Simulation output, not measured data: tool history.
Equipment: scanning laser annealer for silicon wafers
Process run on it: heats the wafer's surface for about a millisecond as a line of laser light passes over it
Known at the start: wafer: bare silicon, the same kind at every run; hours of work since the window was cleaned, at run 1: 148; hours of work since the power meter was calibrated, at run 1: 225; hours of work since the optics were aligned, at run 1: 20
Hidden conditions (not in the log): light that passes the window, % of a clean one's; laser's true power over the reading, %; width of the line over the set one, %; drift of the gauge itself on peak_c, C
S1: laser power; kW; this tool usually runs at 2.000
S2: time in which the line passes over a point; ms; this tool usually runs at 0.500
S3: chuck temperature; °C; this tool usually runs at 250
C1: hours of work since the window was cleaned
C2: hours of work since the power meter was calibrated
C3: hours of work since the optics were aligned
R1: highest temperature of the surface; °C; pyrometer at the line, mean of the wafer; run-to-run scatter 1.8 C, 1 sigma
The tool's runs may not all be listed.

run,hour,S1,S2,S3,C1,C2,C3,R1
1,0.0,2.000,0.500,250,148,225,20,1022
2,21.6,2.000,0.500,250,166,242,38,1017
3,35.2,2.000,0.500,250,176,253,48,1017
4,62.1,2.000,0.500,250,198,274,70,1016
5,75.0,2.000,0.500,250,208,285,80,1014
6,92.7,2.000,0.500,285,222,299,94,1047
7,115.0,2.000,0.500,285,240,316,112,1045
8,141.7,1.768,0.500,250,261,338,133,911
9,159.3,2.000,0.500,250,275,352,147,1010
10,180.2,2.000,0.500,250,292,368,164,1007
11,208.1,2.000,0.500,250,314,391,186,1008
12,228.7,1.950,0.500,250,331,407,203,979
13,243.8,2.000,0.500,250,343,419,215,1002
14,273.4,2.000,0.500,250,366,443,238,1000
15,290.9,2.000,0.400,250,380,456,252,903
16,320.7,2.000,0.400,250,404,480,276,902
17,345.0,2.000,0.540,250,423,500,295,1031
18,360.8,1.883,0.500,250,436,512,308,943
# hour 375.9: window over the wafer cleaned
19,392.9,1.896,0.478,261,14,536,332,979
20,418.3,1.896,0.478,261,34,556,352,976
# hour 423.0: laser's power meter calibrated
21,443.3,1.896,0.478,261,51,16,369,978
22,471.5,2.048,0.612,256,74,39,392,1162
23,494.9,2.156,0.405,242,92,57,410,992
24,512.0,2.156,0.428,273,106,71,424,1046
25,537.9,2.156,0.428,279,127,91,445,1050
26,555.0,1.813,0.421,229,140,105,458,853
# hour 568.1: laser's power meter calibrated, once more
27,574.7,1.869,0.597,250,154,5,472,1036
28,592.2,1.869,0.419,218,167,19,486,853
29,605.9,1.869,0.419,218,178,30,496,855
30,624.0,1.701,0.582,265,193,44,511,956
31,638.8,1.701,0.582,265,205,56,523,954
32,658.2,1.701,0.582,265,220,72,538,957
33,675.7,2.194,0.462,286,234,86,552,1093
34,691.4,2.091,0.431,258,246,98,564,984

The same runs without the tool's hidden state, with the same run-to-run variation:
run,R1
1,1037
2,1034
3,1035
4,1036
5,1035
6,1070
7,1070
8,934
9,1038
10,1037
11,1040
12,1011
13,1036
14,1037
15,936
16,937
17,1075
18,984
19,980
20,978
21,980
22,1167
23,998
24,1054
25,1060
26,862
27,1056
28,870
29,873
30,977
31,976
32,981
33,1122
34,1012
